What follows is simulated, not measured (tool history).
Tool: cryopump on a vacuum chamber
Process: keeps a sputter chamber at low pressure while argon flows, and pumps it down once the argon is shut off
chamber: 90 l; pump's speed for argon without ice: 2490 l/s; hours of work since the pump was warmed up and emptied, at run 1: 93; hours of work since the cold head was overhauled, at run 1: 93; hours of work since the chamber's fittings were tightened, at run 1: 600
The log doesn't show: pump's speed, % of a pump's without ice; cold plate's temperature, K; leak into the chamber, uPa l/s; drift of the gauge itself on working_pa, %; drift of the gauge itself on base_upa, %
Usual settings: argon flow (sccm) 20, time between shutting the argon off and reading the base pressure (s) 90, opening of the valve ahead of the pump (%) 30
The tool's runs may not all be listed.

run   hour  argon flow (sccm)  time between shutting the argon off and reading the base pressure (s)  opening of the valve ahead of the pump (%)  hours of work since the pump was warmed up and emptied  hours of work since the cold head was overhauled  hours of work since the chamber's fittings were tightened  pressure while argon flows (Pa)  pressure after the wait (uPa)
  1      0                 20                                                                     90                                          30                                                      93                                                93                                                        600                           0.0459                           0.49
  2   16.7                 20                                                                     90                                          30                                                     105                                               105                                                        612                            0.046                           0.44
  3   31.4                 20                                                                     93                                          30                                                     116                                               116                                                        623                            0.046                           0.43
  4   57.7                 20                                                                     93                                          30                                                     136                                               136                                                        643                           0.0467                           0.45
  5   72.6                 20                                                                     93                                          30                                                     147                                               147                                                        654                           0.0458                           0.43
  6  100.7                 20                                                                     93                                          30                                                     168                                               168                                                        675                            0.046                           0.46
  7  113.5                 20                                                                     50                                          30                                                     177                                               177                                                        684                           0.0464                           0.67
  8  130.7                 20                                                                     50                                          30                                                     190                                               190                                                        697                            0.046                           0.66
  9  149.8                 10                                                                     50                                          30                                                     204                                               204                                                        711                            0.024                           0.65
 10  175.7                 10                                                                     50                                          30                                                     223                                               223                                                        731                           0.0238                           0.67
 11  199.6                 20                                                                    265                                          30                                                     241                                               241                                                        748                           0.0461                           0.36
 12  214.3                 11                                                                     90                                          30                                                     252                                               252                                                        759                           0.0255                           0.47
 13  228.8                 11                                                                     90                                          51                                                     263                                               263                                                        770                           0.0162                           0.52
 14  240.5                 15                                                                     90                                          30                                                     272                                               272                                                        779                            0.035                           0.49
 15  266.4                  9                                                                     90                                          30                                                     291                                               291                                                        798                           0.0214                            0.5
 16    281                  9                                                                     90                                          30                                                     302                                               302                                                        809                           0.0212                           0.49
 17  302.7                  9                                                                     90                                          30                                                     318                                               318                                                        825                           0.0215                           0.49
 18  322.7                 20                                                                    254                                          20                                                     333                                               333                                                        840                           0.0691                           0.33
 19  334.8                 20                                                                    254                                          20                                                     342                                               342                                                        849                           0.0699                           0.32
 20  360.3                 14                                                                    104                                          30                                                     361                                               361                                                        868                           0.0325                            0.5
 21  387.4                 14                                                                    104                                          30                                                     381                                               381                                                        888                           0.0335                           0.45
 22  412.1                 35                                                                    101                                          30                                                     399                                               399                                                        907                           0.0833                           0.51
 23  429.9                 22                                                                    167                                          47                                                     413                                               413                                                        920                           0.0341                           0.42
 24  442.5                 22                                                                    167                                          47                                                     422                                               422                                                        929                            0.035                            0.4
 25  462.5                 31                                                                     25                                          22                                                     437                                               437                                                        944                            0.099                           1.17
 26  490.2                 31                                                                     25                                          22                                                     457                                               457                                                        965                           0.0981                           1.17
 27  514.9                 31                                                                     25                                          22                                                     476                                               476                                                        983                           0.0997                            1.2
 28  540.3                 11                                                                     25                                          34                                                     495                                               495                                                       1002                           0.0236                           1.18
 29  565.9                 13                                                                    261                                          24                                                     514                                               514                                                       1021                           0.0376                           0.35
 30  589.1                 20                                                                     24                                          50                                                     531                                               531                                                       1038                           0.0301                            1.2
 31  612.6                 36                                                                     24                                          46                                                     548                                               548                                                       1056                           0.0589                           1.25
 32  640.9                 10                                                                     90                                          18                                                     570                                               570                                                       1077                           0.0393                           0.54

3 ways to go on from here, each from the tool as it stands after run 32. What would each give?
  A  668.2                 36                                                                    104                                          30                                                     590                                               590                                                       1097                                ?                              ?
  B  668.2                 15                                                                     90                                          30                                                     590                                               590                                                       1097                                ?                              ?
  C  668.2                 10                                                                    121                                          31                                                     590                                               590                                                       1097                                ?                              ?

run  pressure while argon flows (Pa)  pressure after the wait (uPa)
  A                           0.0866                            0.5
  B                           0.0368                           0.61
  C                           0.0232                           0.51
Without the tool's hidden state the same runs would have given:
run  pressure while argon flows (Pa)  pressure after the wait (uPa)
  A                           0.0806                            0.3
  B                           0.0343                           0.41
  C                           0.0215                           0.31
